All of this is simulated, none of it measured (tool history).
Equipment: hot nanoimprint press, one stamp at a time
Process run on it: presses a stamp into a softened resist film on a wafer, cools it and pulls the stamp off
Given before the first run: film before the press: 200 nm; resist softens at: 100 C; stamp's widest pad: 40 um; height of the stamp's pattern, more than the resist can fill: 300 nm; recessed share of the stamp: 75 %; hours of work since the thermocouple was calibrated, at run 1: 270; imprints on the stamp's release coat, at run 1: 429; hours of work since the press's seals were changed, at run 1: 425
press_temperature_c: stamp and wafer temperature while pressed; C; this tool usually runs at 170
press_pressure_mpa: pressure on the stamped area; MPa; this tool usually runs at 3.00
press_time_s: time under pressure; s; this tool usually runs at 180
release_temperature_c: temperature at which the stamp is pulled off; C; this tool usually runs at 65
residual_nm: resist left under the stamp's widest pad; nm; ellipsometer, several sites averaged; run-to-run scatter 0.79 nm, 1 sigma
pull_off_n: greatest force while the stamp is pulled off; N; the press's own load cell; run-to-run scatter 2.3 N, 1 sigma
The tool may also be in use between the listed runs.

run   hour  press_temperature_c  press_pressure_mpa  press_time_s  release_temperature_c  hours of work since the thermocouple was calibrated  imprints on the stamp's release coat  hours of work since the press's seals were changed  residual_nm  pull_off_n
  1    0.0                  170                3.00           180                     65                                                  270                                   429                                                 425        116.6         203
  2   15.1                  170                3.00           180                     65                                                  277                                   457                                                 431        116.1         206
  3   31.3                  170                3.00           180                     65                                                  283                                   486                                                 438        117.0         209
  4   47.6                  181                3.00           180                     65                                                  290                                   516                                                 445         87.6         208
  5   70.8                  181                3.00           180                     65                                                  300                                   559                                                 455         88.9         208
  6   84.2                  181                3.00           180                     65                                                  306                                   584                                                 461         88.9         212
      96.6  -- stamp cleaned and given a new release coat
  7  104.0                  181                3.00           180                     65                                                  312                                    13                                                 467         89.9         200
  8  123.2                  181                3.00           180                     65                                                  320                                    49                                                 475         88.6         200
  9  150.5                  181                3.00           180                     65                                                  332                                    99                                                 486         89.1         199
 10  162.5                  181                3.00           180                     65                                                  337                                   121                                                 492         89.6         192
 11  187.2                  170                3.00           180                     65                                                  348                                   166                                                 502        118.2         197
 12  207.4                  170                3.00           248                     65                                                  356                                   204                                                 511        105.8         206
 13  230.9                  170                3.00           105                     65                                                  366                                   247                                                 521        137.2         203
 14  243.7                  170                2.19           180                     65                                                  372                                   271                                                 526        129.9         205
 15  265.6                  170                2.19           180                     65                                                  381                                   311                                                 536        130.7         208
 16  282.5                  170                3.00           188                     65                                                  389                                   342                                                 543        116.6         205
 17  303.7                  161                3.00           188                     51                                                  398                                   381                                                 552        142.1         271
 18  327.9                  170                2.93           241                     65                                                  408                                   426                                                 563        108.1         204
 19  352.2                  167                3.96           241                     65                                                  418                                   470                                                 573        104.1         209
 20  365.1                  161                1.86           180                     51                                                  424                                   494                                                 578        159.6         275
 21  386.4                  180                2.16            92                     51                                                  433                                   534                                                 588        127.5         276
 22  398.9                  170                4.42           108                     61                                                  438                                   557                                                 593        120.1         227
     425.9  -- stamp cleaned and given a new release coat
 23  426.0                  170                4.42           108                     61                                                  448                                     0                                                 602        123.2         214
 24  447.3                  181                4.19           180                     65                                                  457                                    40                                                 611         78.0         200
 25  462.0                  161                4.30           252                     65                                                  463                                    67                                                 617        118.9         203
 26  483.4                  169                4.30           129                     65                                                  472                                   106                                                 627        120.4         201
 27  495.9                  165                3.00           180                     57                                                  477                                   129                                                 632        132.9         233
 28  510.1                  163                2.53           202                     58                                                  484                                   155                                                 638        142.3         234
 29  534.0                  170                4.34           180                     65                                                  494                                   199                                                 648        104.1         205
 30  561.6                  170                4.34           180                     63                                                  506                                   250                                                 660        105.3         213

Predict each of these 3 candidate next runs independently; none follows another, all start after run 30:
     587.5  -- plate thermocouple calibrated
  A  590.5                  170                2.68           155                     65                                                    1                                   298                                                 671            ?           ?
     587.5  -- plate thermocouple calibrated
  B  590.5                  168                3.61           180                     63                                                    1                                   298                                                 671            ?           ?
     587.5  -- plate thermocouple calibrated
  C  590.5                  177                2.29           255                     63                                                    1                                   298                                                 671            ?           ?

run  residual_nm  pull_off_n
  A        124.9         196
  B        113.3         208
  C         93.7         206
Without the tool's hidden state the same runs would have given:
run  residual_nm  pull_off_n
  A        123.2         189
  B        111.0         200
  C         92.4         198
